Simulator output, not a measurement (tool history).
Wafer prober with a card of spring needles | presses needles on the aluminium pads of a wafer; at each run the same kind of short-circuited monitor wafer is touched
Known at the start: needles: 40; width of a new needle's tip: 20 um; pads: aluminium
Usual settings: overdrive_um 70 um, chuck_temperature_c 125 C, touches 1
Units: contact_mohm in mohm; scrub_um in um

run 1 hour=0.0 | overdrive_um=70 chuck_temperature_c=125 touches=1 | contact_mohm=246 scrub_um=12.61
run 2 hour=23.9 | overdrive_um=70 chuck_temperature_c=125 touches=3 | contact_mohm=247 scrub_um=12.60
run 3 hour=53.9 | overdrive_um=70 chuck_temperature_c=125 touches=3 | contact_mohm=247 scrub_um=12.50
run 4 hour=80.7 | overdrive_um=70 chuck_temperature_c=125 touches=3 | contact_mohm=244 scrub_um=12.49
run 5 hour=100.1 | overdrive_um=70 chuck_temperature_c=125 touches=3 | contact_mohm=248 scrub_um=12.55
run 6 hour=126.4 | overdrive_um=70 chuck_temperature_c=125 touches=3 | contact_mohm=247 scrub_um=12.72
run 7 hour=142.3 | overdrive_um=70 chuck_temperature_c=125 touches=3 | contact_mohm=245 scrub_um=12.52
run 8 hour=166.7 | overdrive_um=70 chuck_temperature_c=125 touches=3 | contact_mohm=247 scrub_um=12.45
run 9 hour=195.7 | overdrive_um=70 chuck_temperature_c=125 touches=3 | contact_mohm=248 scrub_um=12.63
run 10 hour=221.5 | overdrive_um=77 chuck_temperature_c=81 touches=2 | contact_mohm=235 scrub_um=13.82
run 11 hour=250.5 | overdrive_um=77 chuck_temperature_c=81 touches=2 | contact_mohm=231 scrub_um=14.00
run 12 hour=265.9 | overdrive_um=83 chuck_temperature_c=112 touches=3 | contact_mohm=238 scrub_um=14.95

Taken out of this log: 25 entries between the listed runs. Where each belongs, and how the hidden state differs across it:
Between runs 1 and 2: tips cleaned on abrasive film (hour 10.5); tips cleaned on abrasive film (hour 20.2)
  debris on the tips, nm: 0 -> 0.2
Between runs 2 and 3: tips cleaned on abrasive film (hour 30.4); tips cleaned on abrasive film (hour 40.8); tips cleaned on abrasive film (hour 51.4)
  debris on the tips, nm: 0.2 -> 0.1; tips' diameter, um: 20.01 -> 20.02
Between runs 3 and 4: tips cleaned on abrasive film (hour 60.9); tips cleaned on abrasive film (hour 70.3); tips cleaned on abrasive film (hour 80.7)
  debris on the tips, nm: 0.1 -> 0; way that the needles fall short of the set height, um: 0 -> 0.01
Between runs 4 and 5: tips cleaned on abrasive film (hour 90.7); tips cleaned on abrasive film (hour 100.1)
  no hidden state differs between the two runs
Between runs 5 and 6: tips cleaned on abrasive film (hour 111.4); tips cleaned on abrasive film (hour 121.7)
  debris on the tips, nm: 0 -> 0.2
Between runs 6 and 7: tips cleaned on abrasive film (hour 131.4); tips cleaned on abrasive film (hour 141.4)
  debris on the tips, nm: 0.2 -> 0.1
Between runs 7 and 8: tips cleaned on abrasive film (hour 152.6); tips cleaned on abrasive film (hour 162.7)
  debris on the tips, nm: 0.1 -> 0.2
Between runs 8 and 9: tips cleaned on abrasive film (hour 172.6); tips cleaned on abrasive film (hour 182.7); tips cleaned on abrasive film (hour 193.0)
  no hidden state differs between the two runs
Between runs 9 and 10: tips cleaned on abrasive film (hour 203.5); tips cleaned on abrasive film (hour 215.0)
  debris on the tips, nm: 0.2 -> 0.3
Between runs 10 and 11: tips cleaned on abrasive film (hour 225.1); tips cleaned on abrasive film (hour 236.5); tips cleaned on abrasive film (hour 247.7)
  debris on the tips, nm: 0.3 -> 0.1
Between runs 11 and 12: tips cleaned on abrasive film (hour 257.3)
  debris on the tips, nm: 0.1 -> 0.3

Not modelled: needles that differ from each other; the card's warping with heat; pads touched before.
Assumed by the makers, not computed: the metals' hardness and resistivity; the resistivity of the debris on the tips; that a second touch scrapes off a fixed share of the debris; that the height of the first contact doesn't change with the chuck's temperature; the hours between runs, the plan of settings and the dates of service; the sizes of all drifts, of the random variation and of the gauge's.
